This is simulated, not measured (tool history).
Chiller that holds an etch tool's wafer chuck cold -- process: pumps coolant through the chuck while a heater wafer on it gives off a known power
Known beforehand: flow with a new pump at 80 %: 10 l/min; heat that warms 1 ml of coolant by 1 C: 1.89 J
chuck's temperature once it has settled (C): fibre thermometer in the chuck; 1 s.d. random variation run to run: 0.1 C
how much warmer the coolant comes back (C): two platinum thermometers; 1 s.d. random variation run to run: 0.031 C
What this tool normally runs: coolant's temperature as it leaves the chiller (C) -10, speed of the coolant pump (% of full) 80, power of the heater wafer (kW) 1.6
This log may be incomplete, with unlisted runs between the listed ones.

run	hour	coolant's temperature as it leaves the chiller (C)	speed of the coolant pump (% of full)	power of the heater wafer (kW)	chuck's temperature once it has settled (C)	how much warmer the coolant comes back (C)
1	0	-10	80	1.6	6.6	5.07
2	151.5	-10	80	1.6	6.4	5.1
3	269.5	-10	80	1.6	6.4	5
# hour 338.2: coolant changed, channels flushed
4	467	-10	80	1.769	8.2	5.61
5	576.1	-10	80	1.6	6.4	5.04
6	673.2	-10	80	1.6	6.5	5.1
7	756.7	-10	80	1.6	6.5	5.13
8	859.7	-10	80	1.6	6.3	5.03
9	978.5	-10	80	1.445	5.1	4.57
10	1111	-10	80	1.445	4.9	4.62
11	1261.8	-10	80	1.6	6.4	5.11
12	1399.3	-10	80	1.6	6.4	5.08
# hour 1429.6: chiller's thermometer calibrated
13	1547.7	-10	80	1.6	6.3	5.13
14	1724.3	-10	80	1.171	2	3.79
15	1853.4	-10	80	1.171	2.1	3.71
16	1981.5	-10	80	1.171	2.1	3.75
17	2135.5	-10	80	1.277	3.1	4.06
18	2277.2	-10	75	1.775	9.2	6.07
19	2426.8	-14	93	1.947	4	5.25
20	2587.3	-1	69	1.6	17.1	6.04
21	2673	-7	83	1.83	11.2	5.52
22	2861	-5	83	1.613	10.9	4.96
23	2941.6	-10	90	1.906	8	5.29
24	3022.9	-10	75	1.914	10.6	6.54
25	3169.3	-12	80	1.6	4.4	5.08
26	3273.1	-10	78	1.967	10.6	6.4
27	3466.1	-10	78	1.967	10.4	6.49
# hour 3550.7: coolant pump overhauled
28	3627.7	-10	78	1.967	10.5	6.44
29	3750.5	-10	78	1.967	10.6	6.41
30	3886.9	-10	78	1.967	10.6	6.45
31	4023.6	-9	67	2.107	15.4	8.18
32	4218.5	-9	67	2.107	15.3	8.18
33	4308.4	-9	68	2.279	17.3	8.63

3 options for the next run, each taken on its own from the tool as it stands now. Forecast them:
A	4426.3	-10	80	1.6	?	?
B	4426.3	-19	83	1.872	?	?
C	4426.3	-18	72	1.658	?	?

run	chuck's temperature once it has settled (C)	how much warmer the coolant comes back (C)
A	6.2	5.1
B	-0.3	5.65
C	0.4	5.96
Without the tool's unlogged condition, the same runs would have read:
run	chuck's temperature once it has settled (C)	how much warmer the coolant comes back (C)
A	6.2	5.1
B	-0.3	5.65
C	0.3	5.95
